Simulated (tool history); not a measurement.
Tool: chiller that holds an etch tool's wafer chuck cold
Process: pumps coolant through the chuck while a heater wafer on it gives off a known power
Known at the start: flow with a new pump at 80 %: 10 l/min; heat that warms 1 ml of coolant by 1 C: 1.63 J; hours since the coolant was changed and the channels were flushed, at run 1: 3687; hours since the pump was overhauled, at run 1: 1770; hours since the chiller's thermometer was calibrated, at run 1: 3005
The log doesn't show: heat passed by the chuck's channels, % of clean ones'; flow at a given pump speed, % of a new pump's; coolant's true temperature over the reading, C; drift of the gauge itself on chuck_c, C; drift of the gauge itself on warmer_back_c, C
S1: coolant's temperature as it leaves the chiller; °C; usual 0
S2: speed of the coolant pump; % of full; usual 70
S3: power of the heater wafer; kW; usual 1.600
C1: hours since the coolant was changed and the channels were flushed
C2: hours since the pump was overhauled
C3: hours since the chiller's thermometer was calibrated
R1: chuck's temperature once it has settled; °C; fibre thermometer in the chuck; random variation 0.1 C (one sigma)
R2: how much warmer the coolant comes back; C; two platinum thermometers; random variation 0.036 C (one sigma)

run	hour	S1	S2	S3	C1	C2	C3	R1	R2
1	0.0	0	70	1.600	3687	1770	3005	13.6	7.16
2	33.0	0	70	1.600	3720	1803	3038	13.7	7.16
3	62.4	0	70	1.600	3749	1832	3068	13.5	7.09
# hour 107.8: coolant changed, channels flushed
4	107.8	0	70	1.600	0	1872	3107	12.9	7.19
5	134.9	0	70	1.600	27	1899	3134	13.0	7.15
6	186.1	0	70	1.600	78	1950	3185	13.0	7.19
7	227.8	0	70	1.698	120	1992	3227	13.6	7.57
8	256.2	0	70	1.600	148	2020	3255	13.0	7.21
9	291.2	0	70	1.600	183	2055	3290	12.9	7.17
10	318.3	0	70	1.600	211	2082	3318	12.8	7.23
11	351.7	0	70	2.324	244	2116	3351	18.9	10.54
12	405.5	5	70	2.324	298	2169	3405	23.7	10.57
13	451.1	5	70	2.324	343	2215	3450	23.9	10.49
14	493.6	5	70	2.324	386	2257	3493	23.9	10.46
15	529.7	0	70	1.600	422	2294	3529	13.1	7.23
16	574.5	-2	77	0.935	467	2338	3574	5.3	3.80
17	630.8	7	77	0.935	523	2395	3630	14.4	3.83
18	655.4	10	64	1.461	548	2419	3655	22.8	7.34
19	706.5	-7	63	0.991	599	2470	3706	2.1	5.12
20	730.3	0	69	0.845	622	2494	3730	7.3	3.91
21	780.4	-5	92	0.845	673	2544	3780	1.0	2.86
22	809.2	0	70	1.258	701	2573	3809	10.6	5.77
23	854.7	-5	70	2.073	747	2619	3854	12.0	9.46
24	882.6	-5	70	2.073	775	2646	3882	12.0	9.47
25	905.6	-1	71	1.146	798	2669	3905	8.5	5.15
26	955.1	4	97	1.600	847	2719	3954	14.7	5.05
27	1005.2	4	97	1.600	897	2769	4005	14.6	5.07
28	1056.7	4	97	1.871	949	2821	4056	16.3	5.95
29	1081.6	6	61	0.883	974	2846	4081	14.5	4.74
30	1133.7	6	61	0.883	1026	2898	4133	14.5	4.74

How the hidden state differs across the entries between the runs, from the last listed run before each to the first after it:
Between runs 3 and 4: coolant changed, channels flushed (hour 107.8)
  heat passed by the chuck's channels, % of clean ones': 90.4 -> 99.7; coolant's true temperature over the reading, C: 0.37 -> 0.38
  measured less the result without the state, R1: +1.6 -> +0.8 °C; R2: +0.32 -> +0.32 C

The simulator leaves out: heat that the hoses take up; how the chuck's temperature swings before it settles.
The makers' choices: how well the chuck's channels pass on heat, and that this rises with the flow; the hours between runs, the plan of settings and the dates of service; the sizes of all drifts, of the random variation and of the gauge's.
